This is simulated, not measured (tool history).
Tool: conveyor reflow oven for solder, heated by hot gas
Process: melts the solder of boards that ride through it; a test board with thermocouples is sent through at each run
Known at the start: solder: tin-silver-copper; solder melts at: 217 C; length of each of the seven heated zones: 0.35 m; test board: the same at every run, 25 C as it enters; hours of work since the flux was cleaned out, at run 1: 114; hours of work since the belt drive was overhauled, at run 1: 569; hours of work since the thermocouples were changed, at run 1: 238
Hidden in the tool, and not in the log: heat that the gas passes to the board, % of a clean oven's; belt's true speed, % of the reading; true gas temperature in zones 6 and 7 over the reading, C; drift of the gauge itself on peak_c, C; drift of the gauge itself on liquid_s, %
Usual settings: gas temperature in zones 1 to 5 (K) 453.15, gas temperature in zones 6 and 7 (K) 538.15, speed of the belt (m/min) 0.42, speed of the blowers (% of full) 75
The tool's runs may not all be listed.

run	hour	gas temperature in zones 1 to 5 (K)	gas temperature in zones 6 and 7 (K)	speed of the belt (m/min)	speed of the blowers (% of full)	hours of work since the flux was cleaned out	hours of work since the belt drive was overhauled	hours of work since the thermocouples were changed	highest temperature of the board (K)	time above the solder's melting point (s)
1	0	453.15	538.15	0.42	75	114	569	238	524.85	78.3
2	33.8	453.15	538.15	0.42	75	133	589	257	524.95	78.2
3	68.4	453.15	538.15	0.42	75	153	608	277	525.25	78.6
4	95.2	453.15	538.15	0.42	75	169	624	292	524.85	78.2
5	147.8	453.15	538.15	0.42	75	199	654	322	524.65	78.1
6	183.6	453.15	538.15	0.42	75	219	674	343	524.75	77.9
7	215.4	453.15	538.15	0.42	75	238	693	361	524.85	78.1
8	259.1	453.15	538.15	0.42	75	263	718	386	524.65	77.8
9	304.1	453.15	538.15	0.42	75	288	743	412	524.85	77.5
# hour 320.4: belt drive overhauled, speed set with a stopwatch
10	364	453.15	538.15	0.42	75	320	25	444	524.05	76.9
11	418.6	453.15	549.15	0.42	75	352	56	475	533.75	84.2
# hour 470.3: flux residue cleaned out of gas plates and filters
12	479.2	453.15	549.15	0.42	75	5	88	507	533.45	83.9
13	528.1	453.15	549.15	0.42	75	33	116	535	533.05	83.7
# hour 561: flux residue cleaned out of gas plates and filters, once more
# hour 566.7: thermocouples of zones 6 and 7 changed
14	594.9	458.15	551.15	0.486	70	18	151	16	532.45	73.5
15	624.1	452.15	538.15	0.345	75	35	167	33	530.05	101.4
16	677.3	442.15	551.15	0.479	52	66	198	63	524.95	61.1
17	722.5	464.15	551.15	0.441	89	91	224	89	538.85	89.1
18	760.7	453.15	551.15	0.441	54	113	246	111	530.95	77.6
19	802.5	440.15	548.15	0.395	59	137	270	135	531.05	81.9
20	856.3	440.15	548.15	0.395	59	168	300	166	531.05	81.6
21	897	453.15	547.15	0.436	75	191	324	189	531.75	80

3 ways to go on from here, each from the tool as it stands after run 21. What would each give?
A	941.9	453.15	547.15	0.497	75	217	349	215	?	?
B	941.9	441.15	547.15	0.42	75	217	349	215	?	?
C	941.9	453.15	537.15	0.42	75	217	349	215	?	?

run	highest temperature of the board (K)	time above the solder's melting point (s)
A	527.25	66
B	530.65	77.8
C	524.05	77.2
Without the tool's hidden state the same runs would have given:
run	highest temperature of the board (K)	time above the solder's melting point (s)
A	528.05	66.6
B	531.35	78.2
C	524.35	77.6
